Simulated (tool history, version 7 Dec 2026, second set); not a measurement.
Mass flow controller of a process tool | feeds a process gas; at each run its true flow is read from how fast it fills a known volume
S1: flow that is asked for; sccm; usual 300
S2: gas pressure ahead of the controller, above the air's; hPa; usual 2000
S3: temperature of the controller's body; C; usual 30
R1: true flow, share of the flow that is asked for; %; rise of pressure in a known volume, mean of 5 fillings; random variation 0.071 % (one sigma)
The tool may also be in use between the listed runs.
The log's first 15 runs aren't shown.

run	hour	S1	S2	S3	R1
16	869.8	300	2000	30	99.61
17	906.5	300	2000	30	99.43
18	954.9	300	2000	30	99.61
19	1021.5	300	2160	30	99.49
20	1094.4	300	2160	30	99.38
21	1137.7	496	2160	21	98.74
22	1183.6	114	2290	30	98.86
23	1258	112	2760	36	99.35
24	1295.1	145	2000	31	99.19
25	1354	145	2000	31	99.09
26	1399.2	145	2000	31	99.23
27	1442	145	2000	21	97.92
28	1502.5	145	2000	21	98.04
29	1551.6	279	2450	21	98.11
30	1589.6	279	2450	21	98.17
31	1627.9	279	2450	21	98.12
32	1709.6	143	1710	29	99.02
33	1777.3	300	2000	38	100.45
34	1829.1	443	2580	30	99.39
35	1864.5	127	2000	24	98.1
36	1902.6	127	2000	24	98.16
37	1976.3	127	2000	24	98.15
38	2012.2	387	2700	39	100.19

Forecast each of these 3 alternatives for the next run:
A	2085	122	2700	32	?
B	2085	631	2700	40	?
C	2085	313	2700	39	?

run	R1
A	98.78
B	100.8
C	100.25
Without the tool's hidden state the same runs would have given:
run	R1
A	99.63
B	101.1
C	100.68
